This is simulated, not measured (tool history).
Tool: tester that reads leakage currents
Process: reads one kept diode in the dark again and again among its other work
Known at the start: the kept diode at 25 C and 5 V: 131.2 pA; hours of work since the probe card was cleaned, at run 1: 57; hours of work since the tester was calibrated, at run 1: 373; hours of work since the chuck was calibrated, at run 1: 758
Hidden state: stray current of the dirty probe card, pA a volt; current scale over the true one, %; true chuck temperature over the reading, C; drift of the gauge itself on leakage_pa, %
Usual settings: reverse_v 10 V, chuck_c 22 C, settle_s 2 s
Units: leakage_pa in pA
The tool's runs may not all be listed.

run   hour  reverse_v  chuck_c  settle_s  hours of work since the probe card was cleaned  hours of work since the tester was calibrated  hours of work since the chuck was calibrated  leakage_pa
  1      0         10       22         2                                              57                                            373                                           758      135.09
  2   31.9         10       22         2                                              76                                            392                                           776      135.19
  3   52.7         10       22         2                                              88                                            404                                           788         135
  4   66.9         10       22         2                                              97                                            412                                           797      135.22
  5   90.9         10       22         2                                             111                                            426                                           811      134.76
  6  112.2         10       22         2                                             123                                            439                                           823      134.27
  7  137.7         10       22         2                                             138                                            454                                           838      134.81
  8  160.2         10       22         2                                             151                                            467                                           851      135.14
  9  187.5         10       22         2                                             167                                            483                                           867       135.1
 10  211.4         10       22         2                                             181                                            497                                           881      135.34
 11  240.4         10       22         2                                             198                                            514                                           898      134.73
 12  267.2         10       22         2                                             214                                            529                                           914      135.01
 13  297.2         10       22         2                                             231                                            547                                           931      134.89
 14  315.2         10       22         2                                             242                                            558                                           942      135.53
 15    340        7.9       35      0.74                                             256                                            572                                           956      331.27
 16  366.1        1.1       20      1.19                                             271                                            587                                           972        41.7
 17  385.9        1.1       20      1.19                                             283                                            599                                           983       41.78
 18  418.5        1.1       20      1.19                                             302                                            618                                          1002       41.59
 19  441.6        4.8       40      1.19                                             316                                            631                                          1016      377.76

4 ways to go on from here, each from the tool as it stands after run 19. What would each give?
  A  467.8        7.9       22      0.85                                             331                                            647                                          1031           ?
  B  467.8        1.3       40      0.37                                             331                                            647                                          1031           ?
  C  467.8        8.5       26      6.37                                             331                                            647                                          1031           ?
  D  467.8        1.4       40      1.19                                             331                                            647                                          1031           ?

run  leakage_pa
  A      121.94
  B       211.3
  C      171.36
  D      218.05
Without the tool's hidden state the same runs would have given:
run  leakage_pa
  A      128.29
  B      226.85
  C      181.44
  D      234.11

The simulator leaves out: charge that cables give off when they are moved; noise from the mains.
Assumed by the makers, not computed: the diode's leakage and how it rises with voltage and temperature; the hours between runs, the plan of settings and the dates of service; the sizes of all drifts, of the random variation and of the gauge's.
